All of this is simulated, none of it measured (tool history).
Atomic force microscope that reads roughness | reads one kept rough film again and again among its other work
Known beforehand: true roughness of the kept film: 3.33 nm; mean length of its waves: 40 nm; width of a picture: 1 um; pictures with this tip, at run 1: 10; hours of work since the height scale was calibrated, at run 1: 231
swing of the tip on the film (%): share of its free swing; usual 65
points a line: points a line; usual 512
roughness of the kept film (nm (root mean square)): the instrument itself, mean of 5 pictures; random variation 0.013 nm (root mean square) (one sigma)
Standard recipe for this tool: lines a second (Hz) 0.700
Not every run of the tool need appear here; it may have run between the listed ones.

| run | hour | lines a second (Hz) | swing of the tip on the film (%) | points a line | pictures with this tip | hours of work since the height scale was calibrated | roughness of the kept film (nm (root mean square)) |
|---|---|---|---|---|---|---|---|
| 1 | 0.0 | 0.700 | 65 | 512 | 10 | 231 | 2.998 |
| 2 | 7.0 | 0.700 | 65 | 512 | 20 | 236 | 2.958 |
| 3 | 12.9 | 0.700 | 65 | 512 | 28 | 240 | 2.961 |
| 4 | 18.3 | 0.700 | 65 | 512 | 35 | 244 | 2.919 |
| 5 | 29.4 | 0.700 | 65 | 512 | 51 | 252 | 2.871 |
| 6 | 38.5 | 0.700 | 65 | 512 | 63 | 258 | 2.834 |
| 7 | 48.6 | 0.700 | 65 | 512 | 77 | 265 | 2.821 |
| 8 | 60.9 | 0.700 | 65 | 512 | 94 | 274 | 2.773 |
| 9 | 72.9 | 0.700 | 65 | 512 | 111 | 282 | 2.716 |
| 10 | 81.6 | 0.700 | 65 | 512 | 123 | 289 | 2.698 |
| 11 | 90.8 | 0.700 | 61 | 512 | 136 | 295 | 2.675 |
| 12 | 99.5 | 0.700 | 65 | 744 | 148 | 301 | 2.637 |
| 13 | 109.7 | 0.700 | 65 | 380 | 162 | 308 | 2.597 |
| 14 | 117.0 | 0.700 | 85 | 512 | 172 | 313 | 2.531 |
| 15 | 128.8 | 0.700 | 65 | 512 | 189 | 322 | 2.562 |
| 16 | 136.4 | 0.621 | 74 | 1020 | 199 | 327 | 2.540 |
| 17 | 143.9 | 0.621 | 74 | 1020 | 210 | 333 | 2.493 |
| 18 | 155.9 | 0.700 | 79 | 288 | 226 | 341 | 2.437 |
| 19 | 164.7 | 0.700 | 79 | 288 | 239 | 347 | 2.404 |

What will run 20 give?
|  | 175.2 | new tip fitted |
| 20 | 177.2 | 1.799 | 55 | 471 | 3 | 356 | ? |

roughness of the kept film (nm (root mean square)): 2.990
The same run, on a tool lacking any hidden state, would have yielded roughness of the kept film (nm (root mean square)) 3.036.
